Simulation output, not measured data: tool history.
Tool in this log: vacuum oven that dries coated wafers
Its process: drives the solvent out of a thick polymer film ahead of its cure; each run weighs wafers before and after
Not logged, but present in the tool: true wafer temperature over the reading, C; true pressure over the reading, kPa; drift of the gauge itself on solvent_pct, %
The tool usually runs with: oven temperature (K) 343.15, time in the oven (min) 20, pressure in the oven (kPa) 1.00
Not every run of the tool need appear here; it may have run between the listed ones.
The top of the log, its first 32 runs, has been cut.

run,hour,oven temperature (K),time in the oven (min),pressure in the oven (kPa),hours of work since the thermocouples were calibrated,hours of work since the vacuum gauge was cleaned of residue,solvent left in the film (%)
33,1445.8,343.15,12,1.00,426,1412,5.40
34,1498.0,343.15,11,2.61,449,1434,6.32
35,1525.5,343.15,11,2.61,461,1446,6.36
36,1561.4,343.15,11,2.61,476,1462,6.32
37,1591.3,338.15,18,1.50,489,1474,4.44
38,1651.1,330.15,14,3.13,515,1500,9.44
39,1714.0,330.15,14,3.13,542,1527,9.39
40,1767.0,340.15,36,3.64,564,1550,1.58
41,1820.9,340.15,36,3.64,587,1573,1.64
42,1852.1,351.15,16,3.05,601,1586,2.13
43,1901.2,328.15,21,3.90,622,1607,7.74
44,1930.5,328.15,16,3.90,634,1620,9.56
45,1971.4,343.15,20,2.35,652,1638,2.76
46,2013.8,343.15,20,2.35,670,1656,2.76

Predict each of these 5 candidate next runs independently; none follows another, all start after run 46:
A,2044.5,356.15,20,1.00,683,1669,?
B,2044.5,352.15,20,3.34,683,1669,?
C,2044.5,343.15,31,0.86,683,1669,?
D,2044.5,343.15,20,1.37,683,1669,?
E,2044.5,340.15,23,2.35,683,1669,?

run,solvent left in the film (%)
A,0.63
B,1.34
C,0.93
D,2.52
E,2.80
Had the tool no hidden state, the same runs would have come out as:
run,solvent left in the film (%)
A,0.53
B,1.20
C,0.76
D,2.32
E,2.57
